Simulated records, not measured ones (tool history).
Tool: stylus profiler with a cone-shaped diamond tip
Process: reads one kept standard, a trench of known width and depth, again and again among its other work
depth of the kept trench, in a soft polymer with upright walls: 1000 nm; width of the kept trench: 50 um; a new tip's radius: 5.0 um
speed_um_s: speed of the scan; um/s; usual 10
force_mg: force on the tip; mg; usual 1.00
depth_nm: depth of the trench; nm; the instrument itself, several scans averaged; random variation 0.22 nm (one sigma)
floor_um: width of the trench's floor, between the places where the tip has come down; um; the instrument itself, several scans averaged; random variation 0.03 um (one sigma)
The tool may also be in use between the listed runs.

{"run": 1, "day": 0.0, "speed_um_s": 10, "force_mg": 1.0, "depth_nm": 1001.44, "floor_um": 41.35}
{"run": 2, "day": 0.658, "speed_um_s": 10, "force_mg": 1.0, "depth_nm": 1000.85, "floor_um": 41.25}
{"run": 3, "day": 1.658, "speed_um_s": 25, "force_mg": 1.0, "depth_nm": 1000.6, "floor_um": 41.16}
{"run": 4, "day": 2.304, "speed_um_s": 25, "force_mg": 1.0, "depth_nm": 1001.25, "floor_um": 41.17}
{"run": 5, "day": 3.521, "speed_um_s": 10, "force_mg": 1.0, "depth_nm": 1000.94, "floor_um": 41.19}
{"run": 6, "day": 4.546, "speed_um_s": 33, "force_mg": 1.0, "depth_nm": 1001.23, "floor_um": 41.02}
{"run": 7, "day": 5.7, "speed_um_s": 10, "force_mg": 0.45, "depth_nm": 1000.15, "floor_um": 41.08}
{"run": 8, "day": 6.908, "speed_um_s": 6, "force_mg": 1.0, "depth_nm": 1001.67, "floor_um": 41.08}
{"run": 9, "day": 8.146, "speed_um_s": 10, "force_mg": 0.65, "depth_nm": 1000.03, "floor_um": 40.98}
{"run": 10, "day": 8.821, "speed_um_s": 10, "force_mg": 0.65, "depth_nm": 1000.47, "floor_um": 40.99}
{"run": 11, "day": 9.608, "speed_um_s": 10, "force_mg": 0.65, "depth_nm": 1000.45, "floor_um": 41.02}
{"run": 12, "day": 10.658, "speed_um_s": 10, "force_mg": 1.0, "depth_nm": 1000.48, "floor_um": 40.96}
{"run": 13, "day": 11.283, "speed_um_s": 10, "force_mg": 1.0, "depth_nm": 1001.21, "floor_um": 40.87}
{"run": 14, "day": 12.483, "speed_um_s": 10, "force_mg": 1.0, "depth_nm": 1000.45, "floor_um": 40.84}
{"run": 15, "day": 13.071, "speed_um_s": 10, "force_mg": 1.0, "depth_nm": 1000.93, "floor_um": 40.82}
{"run": 16, "day": 14.2, "speed_um_s": 10, "force_mg": 1.0, "depth_nm": 1000.67, "floor_um": 40.77}
{"run": 17, "day": 15.329, "speed_um_s": 10, "force_mg": 2.04, "depth_nm": 1002.55, "floor_um": 40.76}
{"run": 18, "day": 16.446, "speed_um_s": 10, "force_mg": 2.04, "depth_nm": 1002.61, "floor_um": 40.75}
{"run": 19, "day": 17.254, "speed_um_s": 10, "force_mg": 2.04, "depth_nm": 1002.79, "floor_um": 40.7}
{"run": 20, "day": 17.833, "speed_um_s": 10, "force_mg": 1.0, "depth_nm": 1000.91, "floor_um": 40.71}
{"run": 21, "day": 18.475, "speed_um_s": 10, "force_mg": 1.0, "depth_nm": 1000.75, "floor_um": 40.66}
{"run": 22, "day": 19.404, "speed_um_s": 10, "force_mg": 1.0, "depth_nm": 1000.57, "floor_um": 40.62}
{"run": 23, "day": 20.683, "speed_um_s": 10, "force_mg": 1.0, "depth_nm": 1000.81, "floor_um": 40.55}
{"run": 24, "day": 21.429, "speed_um_s": 28, "force_mg": 2.34, "depth_nm": 1002.99, "floor_um": 40.46}
{"run": 25, "day": 22.158, "speed_um_s": 28, "force_mg": 2.34, "depth_nm": 1002.92, "floor_um": 40.46}
{"run": 26, "day": 22.933, "speed_um_s": 4, "force_mg": 1.51, "depth_nm": 1001.57, "floor_um": 40.42}
{"run": 27, "day": 23.629, "speed_um_s": 24, "force_mg": 1.51, "depth_nm": 1001.42, "floor_um": 40.42}
{"run": 28, "day": 24.688, "speed_um_s": 24, "force_mg": 1.51, "depth_nm": 1001.37, "floor_um": 40.37}
{"run": 29, "day": 25.342, "speed_um_s": 12, "force_mg": 1.67, "depth_nm": 1001.51, "floor_um": 40.33}
{"run": 30, "day": 26.508, "speed_um_s": 10, "force_mg": 0.49, "depth_nm": 999.47, "floor_um": 40.29}
{"run": 31, "day": 27.55, "speed_um_s": 2, "force_mg": 1.43, "depth_nm": 1001.33, "floor_um": 40.33}
{"run": 32, "day": 28.592, "speed_um_s": 27, "force_mg": 2.13, "depth_nm": 1002.24, "floor_um": 40.16}
{"run": 33, "day": 29.333, "speed_um_s": 27, "force_mg": 2.13, "depth_nm": 1002.19, "floor_um": 40.23}
{"run": 34, "day": 30.225, "speed_um_s": 27, "force_mg": 2.13, "depth_nm": 1002.71, "floor_um": 40.15}
{"run": 35, "day": 30.933, "speed_um_s": 16, "force_mg": 2.46, "depth_nm": 1003.37, "floor_um": 40.09}
{"run": 36, "day": 32.283, "speed_um_s": 9, "force_mg": 1.56, "depth_nm": 1001.31, "floor_um": 40.13}
{"run": 37, "day": 33.388, "speed_um_s": 10, "force_mg": 0.85, "depth_nm": 999.94, "floor_um": 40.08}
{"run": 38, "day": 34.633, "speed_um_s": 10, "force_mg": 0.85, "depth_nm": 999.58, "floor_um": 40.06}
{"run": 39, "day": 35.625, "speed_um_s": 19, "force_mg": 0.85, "depth_nm": 999.93, "floor_um": 39.95}
{"run": 40, "day": 36.321, "speed_um_s": 22, "force_mg": 0.41, "depth_nm": 998.66, "floor_um": 39.83}
{"run": 41, "day": 37.25, "speed_um_s": 22, "force_mg": 0.41, "depth_nm": 998.68, "floor_um": 39.82}
{"run": 42, "day": 37.838, "speed_um_s": 3, "force_mg": 0.41, "depth_nm": 998.91, "floor_um": 39.92}
{"run": 43, "day": 39.129, "speed_um_s": 5, "force_mg": 0.5, "depth_nm": 998.68, "floor_um": 39.94}
{"run": 44, "day": 40.154, "speed_um_s": 16, "force_mg": 0.39, "depth_nm": 998.65, "floor_um": 39.73}
{"run": 45, "day": 41.346, "speed_um_s": 18, "force_mg": 0.84, "depth_nm": 999.51, "floor_um": 39.75}

4 ways to go on from here, each from the tool as it stands after run 45. What would each give?
{"run": "A", "day": 42.454, "speed_um_s": 17, "force_mg": 1.0, "depth_nm": "?", "floor_um": "?"}
{"run": "B", "day": 42.454, "speed_um_s": 36, "force_mg": 0.84, "depth_nm": "?", "floor_um": "?"}
{"run": "C", "day": 42.454, "speed_um_s": 10, "force_mg": 2.34, "depth_nm": "?", "floor_um": "?"}
{"run": "D", "day": 42.454, "speed_um_s": 2, "force_mg": 1.78, "depth_nm": "?", "floor_um": "?"}

run=A depth_nm=999.92 floor_um=39.72
run=B depth_nm=999.41 floor_um=39.62
run=C depth_nm=1002.48 floor_um=39.81
run=D depth_nm=1001.75 floor_um=39.84
Without the tool's hidden state the same runs would have given:
run=A depth_nm=1003.00 floor_um=43.89
run=B depth_nm=1002.48 floor_um=43.79
run=C depth_nm=1005.57 floor_um=43.97
run=D depth_nm=1004.83 floor_um=44.01

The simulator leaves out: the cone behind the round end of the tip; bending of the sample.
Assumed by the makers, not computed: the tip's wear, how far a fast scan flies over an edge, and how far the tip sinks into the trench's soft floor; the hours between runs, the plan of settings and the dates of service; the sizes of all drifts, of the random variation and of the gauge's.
